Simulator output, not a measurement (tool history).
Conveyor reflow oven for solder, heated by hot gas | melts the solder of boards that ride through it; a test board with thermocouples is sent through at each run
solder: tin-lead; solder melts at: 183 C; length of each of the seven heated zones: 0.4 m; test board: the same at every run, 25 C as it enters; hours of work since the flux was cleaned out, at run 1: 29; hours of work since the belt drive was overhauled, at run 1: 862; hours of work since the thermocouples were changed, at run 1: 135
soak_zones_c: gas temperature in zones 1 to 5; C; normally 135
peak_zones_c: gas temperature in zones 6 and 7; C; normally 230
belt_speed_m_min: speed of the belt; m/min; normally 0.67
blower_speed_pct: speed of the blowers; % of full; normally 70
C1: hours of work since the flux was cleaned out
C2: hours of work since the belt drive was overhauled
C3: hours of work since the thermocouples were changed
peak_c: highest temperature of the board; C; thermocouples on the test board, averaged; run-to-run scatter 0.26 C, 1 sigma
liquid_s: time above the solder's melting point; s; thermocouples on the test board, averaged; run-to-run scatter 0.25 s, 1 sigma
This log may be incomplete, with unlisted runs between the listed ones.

run 1 hour=0 | soak_zones_c=135 peak_zones_c=230 belt_speed_m_min=0.67 blower_speed_pct=70 | C1=29 C2=862 C3=135 | peak_c=215.3 liquid_s=51.5
run 2 hour=30.2 | soak_zones_c=123 peak_zones_c=230 belt_speed_m_min=0.67 blower_speed_pct=70 | C1=42 C2=876 C3=149 | peak_c=212.9 liquid_s=46.7
run 3 hour=52.3 | soak_zones_c=123 peak_zones_c=230 belt_speed_m_min=0.67 blower_speed_pct=70 | C1=52 C2=885 C3=159 | peak_c=213.1 liquid_s=46.4
run 4 hour=96.3 | soak_zones_c=135 peak_zones_c=230 belt_speed_m_min=0.67 blower_speed_pct=66 | C1=71 C2=905 C3=178 | peak_c=214 liquid_s=50.6
run 5 hour=117.1 | soak_zones_c=135 peak_zones_c=230 belt_speed_m_min=0.67 blower_speed_pct=70 | C1=80 C2=914 C3=187 | peak_c=215.3 liquid_s=51.9
run 6 hour=148.1 | soak_zones_c=135 peak_zones_c=230 belt_speed_m_min=0.67 blower_speed_pct=70 | C1=94 C2=928 C3=201 | peak_c=215.5 liquid_s=51.6
run 7 hour=172.9 | soak_zones_c=135 peak_zones_c=230 belt_speed_m_min=0.67 blower_speed_pct=70 | C1=105 C2=939 C3=212 | peak_c=215.2 liquid_s=51.6
run 8 hour=207.4 | soak_zones_c=135 peak_zones_c=230 belt_speed_m_min=0.67 blower_speed_pct=70 | C1=121 C2=954 C3=227 | peak_c=215.3 liquid_s=51
run 9 hour=234.4 | soak_zones_c=135 peak_zones_c=230 belt_speed_m_min=0.67 blower_speed_pct=70 | C1=133 C2=966 C3=239 | peak_c=215.4 liquid_s=51.8
run 10 hour=255.9 | soak_zones_c=135 peak_zones_c=219 belt_speed_m_min=0.67 blower_speed_pct=70 | C1=142 C2=976 C3=249 | peak_c=205.3 liquid_s=42.8
run 11 hour=289.9 | soak_zones_c=135 peak_zones_c=219 belt_speed_m_min=0.67 blower_speed_pct=70 | C1=157 C2=991 C3=264 | peak_c=205.4 liquid_s=43.2
-- hour=326.4 belt drive overhauled, speed set with a stopwatch
-- hour=335.6 flux residue cleaned out of gas plates and filters
run 12 hour=338.9 | soak_zones_c=142 peak_zones_c=219 belt_speed_m_min=0.67 blower_speed_pct=70 | C1=1 C2=3 C3=282 | peak_c=206.3 liquid_s=47.1
run 13 hour=368.4 | soak_zones_c=135 peak_zones_c=230 belt_speed_m_min=0.67 blower_speed_pct=63 | C1=15 C2=16 C3=295 | peak_c=213.1 liquid_s=49.5
run 14 hour=416.5 | soak_zones_c=135 peak_zones_c=230 belt_speed_m_min=0.67 blower_speed_pct=63 | C1=36 C2=38 C3=316 | peak_c=212.9 liquid_s=49.7
run 15 hour=440.2 | soak_zones_c=135 peak_zones_c=230 belt_speed_m_min=0.67 blower_speed_pct=70 | C1=46 C2=48 C3=327 | peak_c=214.7 liquid_s=51.5
run 16 hour=480.6 | soak_zones_c=135 peak_zones_c=230 belt_speed_m_min=0.774 blower_speed_pct=70 | C1=64 C2=66 C3=344 | peak_c=210.2 liquid_s=40.2
run 17 hour=504.2 | soak_zones_c=135 peak_zones_c=230 belt_speed_m_min=0.774 blower_speed_pct=70 | C1=75 C2=77 C3=355 | peak_c=210.6 liquid_s=40.4
run 18 hour=531.2 | soak_zones_c=135 peak_zones_c=230 belt_speed_m_min=0.774 blower_speed_pct=70 | C1=87 C2=89 C3=367 | peak_c=210.2 liquid_s=39.8
run 19 hour=566.7 | soak_zones_c=135 peak_zones_c=230 belt_speed_m_min=0.774 blower_speed_pct=70 | C1=102 C2=104 C3=383 | peak_c=209.9 liquid_s=40.1
run 20 hour=615.6 | soak_zones_c=142 peak_zones_c=219 belt_speed_m_min=0.646 blower_speed_pct=70 | C1=124 C2=126 C3=404 | peak_c=207.5 liquid_s=49.6
run 21 hour=646.6 | soak_zones_c=139 peak_zones_c=230 belt_speed_m_min=0.561 blower_speed_pct=70 | C1=138 C2=140 C3=418 | peak_c=220.7 liquid_s=68.4
run 22 hour=677.3 | soak_zones_c=131 peak_zones_c=231 belt_speed_m_min=0.561 blower_speed_pct=70 | C1=151 C2=153 C3=432 | peak_c=219.9 liquid_s=65.2
run 23 hour=704.8 | soak_zones_c=148 peak_zones_c=230 belt_speed_m_min=0.705 blower_speed_pct=70 | C1=164 C2=166 C3=444 | peak_c=215.8 liquid_s=53.5
-- hour=731.7 flux residue cleaned out of gas plates and filters
run 24 hour=745 | soak_zones_c=135 peak_zones_c=230 belt_speed_m_min=0.67 blower_speed_pct=87 | C1=6 C2=181 C3=459 | peak_c=218.5 liquid_s=54.8
run 25 hour=785 | soak_zones_c=135 peak_zones_c=230 belt_speed_m_min=0.67 blower_speed_pct=88 | C1=24 C2=199 C3=477 | peak_c=218.4 liquid_s=54.8
run 26 hour=820.5 | soak_zones_c=135 peak_zones_c=230 belt_speed_m_min=0.67 blower_speed_pct=88 | C1=39 C2=215 C3=493 | peak_c=218.5 liquid_s=54.3
run 27 hour=843.7 | soak_zones_c=141 peak_zones_c=230 belt_speed_m_min=0.631 blower_speed_pct=51 | C1=50 C2=225 C3=503 | peak_c=213 liquid_s=54.3
run 28 hour=892.7 | soak_zones_c=141 peak_zones_c=221 belt_speed_m_min=0.571 blower_speed_pct=51 | C1=71 C2=247 C3=525 | peak_c=207.7 liquid_s=56
run 29 hour=940.4 | soak_zones_c=124 peak_zones_c=229 belt_speed_m_min=0.674 blower_speed_pct=80 | C1=92 C2=268 C3=546 | peak_c=214.2 liquid_s=47.8
-- hour=978.5 thermocouples of zones 6 and 7 changed
run 30 hour=980.1 | soak_zones_c=124 peak_zones_c=229 belt_speed_m_min=0.674 blower_speed_pct=80 | C1=109 C2=285 C3=1 | peak_c=214.8 liquid_s=48.1
run 31 hour=1015 | soak_zones_c=120 peak_zones_c=222 belt_speed_m_min=0.756 blower_speed_pct=70 | C1=125 C2=300 C3=16 | peak_c=201.3 liquid_s=29.6

Forecast each of these 3 alternatives for the next run:
run A hour=1049.6 | soak_zones_c=128 peak_zones_c=234 belt_speed_m_min=0.689 blower_speed_pct=70 | C1=140 C2=315 C3=31 | peak_c=? liquid_s=?
run B hour=1049.6 | soak_zones_c=135 peak_zones_c=236 belt_speed_m_min=0.635 blower_speed_pct=51 | C1=140 C2=315 C3=31 | peak_c=? liquid_s=?
run C hour=1049.6 | soak_zones_c=135 peak_zones_c=241 belt_speed_m_min=0.67 blower_speed_pct=70 | C1=140 C2=315 C3=31 | peak_c=? liquid_s=?

run=A peak_c=216.5 liquid_s=48.7
run=B peak_c=216.1 liquid_s=54.9
run=C peak_c=224.8 liquid_s=58.1
The same runs, with their run-to-run variation unchanged, on a tool lacking any hidden condition would have given:
run=A peak_c=216.6 liquid_s=48.8
run=B peak_c=216.2 liquid_s=55
run=C peak_c=224.9 liquid_s=58.2
